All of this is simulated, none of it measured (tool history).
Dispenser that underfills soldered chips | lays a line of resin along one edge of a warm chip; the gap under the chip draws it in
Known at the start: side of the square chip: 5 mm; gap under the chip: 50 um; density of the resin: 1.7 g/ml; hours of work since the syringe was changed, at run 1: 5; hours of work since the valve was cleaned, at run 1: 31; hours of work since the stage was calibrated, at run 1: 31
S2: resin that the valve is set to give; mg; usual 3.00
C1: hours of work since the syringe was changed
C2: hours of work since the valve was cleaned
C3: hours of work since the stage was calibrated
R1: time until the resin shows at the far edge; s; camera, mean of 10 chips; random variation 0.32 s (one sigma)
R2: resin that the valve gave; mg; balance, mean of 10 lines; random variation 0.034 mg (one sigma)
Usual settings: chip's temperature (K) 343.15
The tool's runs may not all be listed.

{"run": 1, "hour": 0.0, "chip's temperature (K)": 343.15, "S2": 3.0, "C1": 5, "C2": 31, "C3": 31, "R1": 16.3, "R2": 2.85}
{"hour": 6.0, "done": "new syringe of resin"}
{"run": 2, "hour": 7.4, "chip's temperature (K)": 343.15, "S2": 3.0, "C1": 1, "C2": 35, "C3": 35, "R1": 13.0, "R2": 2.87}
{"run": 3, "hour": 14.8, "chip's temperature (K)": 343.15, "S2": 2.99, "C1": 6, "C2": 40, "C3": 40, "R1": 17.1, "R2": 2.87}
{"run": 4, "hour": 19.6, "chip's temperature (K)": 343.15, "S2": 2.99, "C1": 9, "C2": 43, "C3": 43, "R1": 20.0, "R2": 2.88}
{"hour": 20.6, "done": "new syringe of resin"}
{"run": 5, "hour": 25.8, "chip's temperature (K)": 343.15, "S2": 2.99, "C1": 3, "C2": 47, "C3": 47, "R1": 14.5, "R2": 2.84}
{"run": 6, "hour": 30.6, "chip's temperature (K)": 343.15, "S2": 3.0, "C1": 6, "C2": 50, "C3": 50, "R1": 16.8, "R2": 2.9}
{"hour": 35.1, "done": "new syringe of resin"}
{"run": 7, "hour": 35.4, "chip's temperature (K)": 343.15, "S2": 3.0, "C1": 0, "C2": 53, "C3": 53, "R1": 12.3, "R2": 2.88}
{"run": 8, "hour": 43.2, "chip's temperature (K)": 343.15, "S2": 3.0, "C1": 5, "C2": 58, "C3": 58, "R1": 15.6, "R2": 2.88}
{"run": 9, "hour": 47.3, "chip's temperature (K)": 343.15, "S2": 3.0, "C1": 8, "C2": 60, "C3": 60, "R1": 19.0, "R2": 2.83}
{"hour": 49.4, "done": "new syringe of resin"}
{"run": 10, "hour": 55.8, "chip's temperature (K)": 343.15, "S2": 3.42, "C1": 4, "C2": 65, "C3": 65, "R1": 14.2, "R2": 3.23}
{"hour": 63.8, "done": "new syringe of resin"}
{"run": 11, "hour": 64.8, "chip's temperature (K)": 328.15, "S2": 3.0, "C1": 1, "C2": 71, "C3": 71, "R1": 24.1, "R2": 2.86}
{"run": 12, "hour": 73.6, "chip's temperature (K)": 328.15, "S2": 3.0, "C1": 6, "C2": 77, "C3": 77, "R1": 33.7, "R2": 2.79}
{"hour": 78.4, "done": "new syringe of resin"}
{"run": 13, "hour": 78.7, "chip's temperature (K)": 328.15, "S2": 3.0, "C1": 0, "C2": 80, "C3": 80, "R1": 24.4, "R2": 2.8}
{"hour": 85.6, "done": "dispensing valve cleaned and set on the balance"}
{"run": 14, "hour": 88.5, "chip's temperature (K)": 332.15, "S2": 3.0, "C1": 6, "C2": 2, "C3": 85, "R1": 27.0, "R2": 2.95}
{"hour": 94.2, "done": "new syringe of resin"}
{"run": 15, "hour": 96.6, "chip's temperature (K)": 332.15, "S2": 3.0, "C1": 1, "C2": 7, "C3": 90, "R1": 20.5, "R2": 2.93}
{"run": 16, "hour": 104.3, "chip's temperature (K)": 333.15, "S2": 2.8, "C1": 6, "C2": 12, "C3": 95, "R1": 27.9, "R2": 2.76}
{"hour": 108.9, "done": "new syringe of resin"}
{"run": 17, "hour": 111.1, "chip's temperature (K)": 341.15, "S2": 2.69, "C1": 1, "C2": 16, "C3": 99, "R1": 14.0, "R2": 2.61}
{"run": 18, "hour": 117.9, "chip's temperature (K)": 333.15, "S2": 2.92, "C1": 6, "C2": 20, "C3": 104, "R1": 26.1, "R2": 2.88}
{"hour": 123.7, "done": "new syringe of resin"}
{"run": 19, "hour": 124.9, "chip's temperature (K)": 356.15, "S2": 2.92, "C1": 1, "C2": 24, "C3": 108, "R1": 7.1, "R2": 2.89}
{"run": 20, "hour": 133.7, "chip's temperature (K)": 343.15, "S2": 2.64, "C1": 6, "C2": 30, "C3": 113, "R1": 17.5, "R2": 2.61}
{"hour": 138.5, "done": "new syringe of resin"}
{"run": 21, "hour": 140.6, "chip's temperature (K)": 343.15, "S2": 2.64, "C1": 1, "C2": 34, "C3": 118, "R1": 12.8, "R2": 2.54}
{"run": 22, "hour": 149.4, "chip's temperature (K)": 349.15, "S2": 3.0, "C1": 7, "C2": 40, "C3": 123, "R1": 13.8, "R2": 2.87}

Forecast run 23:
{"hour": 153.1, "done": "new syringe of resin"}
{"run": 23, "hour": 156.6, "chip's temperature (K)": 349.15, "S2": 3.0, "C1": 2, "C2": 44, "C3": 128, "R1": "?", "R2": "?"}

R1: 10.3 s
R2: 2.92 mg
Without the tool's hidden state the same run would have given R1 9.4 s, R2 3.04 mg.
